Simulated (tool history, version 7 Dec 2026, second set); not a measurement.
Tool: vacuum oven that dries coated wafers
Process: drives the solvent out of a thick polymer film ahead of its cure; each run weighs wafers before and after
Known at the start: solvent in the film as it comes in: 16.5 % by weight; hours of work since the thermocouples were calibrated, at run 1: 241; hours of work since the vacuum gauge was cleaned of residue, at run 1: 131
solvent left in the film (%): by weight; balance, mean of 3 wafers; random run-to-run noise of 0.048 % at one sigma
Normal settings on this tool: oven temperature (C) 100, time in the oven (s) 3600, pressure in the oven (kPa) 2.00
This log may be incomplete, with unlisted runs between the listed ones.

| run | hour | oven temperature (C) | time in the oven (s) | pressure in the oven (kPa) | hours of work since the thermocouples were calibrated | hours of work since the vacuum gauge was cleaned of residue | solvent left in the film (%) |
|---|---|---|---|---|---|---|---|
| 1 | 0.0 | 100 | 3600 | 2.00 | 241 | 131 | 5.90 |
| 2 | 68.2 | 100 | 3600 | 2.00 | 281 | 171 | 6.03 |
| 3 | 179.5 | 100 | 3600 | 2.00 | 347 | 237 | 6.06 |
| 4 | 270.4 | 100 | 3600 | 2.00 | 401 | 291 | 6.14 |
| 5 | 358.2 | 100 | 3600 | 2.00 | 452 | 342 | 6.21 |
| 6 | 444.6 | 100 | 2340 | 2.00 | 503 | 393 | 7.89 |
| 7 | 534.4 | 100 | 2340 | 2.00 | 557 | 446 | 7.94 |
| 8 | 625.4 | 100 | 2340 | 2.00 | 610 | 500 | 7.94 |
| 9 | 755.3 | 100 | 2340 | 2.00 | 687 | 577 | 8.10 |
| 10 | 836.2 | 100 | 3600 | 2.00 | 735 | 625 | 6.30 |
| 11 | 957.6 | 100 | 3600 | 2.00 | 807 | 696 | 6.37 |
|  | 1060.7 | oven's thermocouples calibrated |
| 12 | 1070.5 | 100 | 3600 | 2.00 | 6 | 762 | 5.85 |
| 13 | 1182.9 | 100 | 3600 | 6.36 | 72 | 828 | 10.19 |
| 14 | 1262.0 | 98 | 3600 | 2.84 | 119 | 875 | 7.28 |
| 15 | 1364.1 | 100 | 2400 | 2.00 | 179 | 935 | 7.70 |
| 16 | 1419.1 | 100 | 2400 | 2.00 | 212 | 968 | 7.73 |
| 17 | 1504.3 | 88 | 3540 | 5.79 | 262 | 1018 | 14.09 |
| 18 | 1594.5 | 101 | 3300 | 5.79 | 315 | 1071 | 9.72 |
| 19 | 1692.3 | 100 | 3600 | 6.08 | 373 | 1129 | 10.17 |
| 20 | 1773.1 | 106 | 6120 | 2.00 | 421 | 1177 | 2.95 |
| 21 | 1899.5 | 104 | 3540 | 2.00 | 495 | 1252 | 5.05 |
| 22 | 1986.5 | 103 | 4500 | 2.48 | 547 | 1303 | 4.96 |
| 23 | 2095.5 | 96 | 5280 | 2.00 | 611 | 1367 | 6.13 |
| 24 | 2215.8 | 88 | 3540 | 3.54 | 682 | 1438 | 11.85 |

Predict the results of run 25:
| 25 | 2301.1 | 88 | 3540 | 3.54 | 733 | 1489 | ? |

{"run 25": {"solvent left in the film (%)": 11.88}}
With the hidden condition absent and the run-to-run variation left alone, this run would have shown solvent left in the film (%) 11.17.
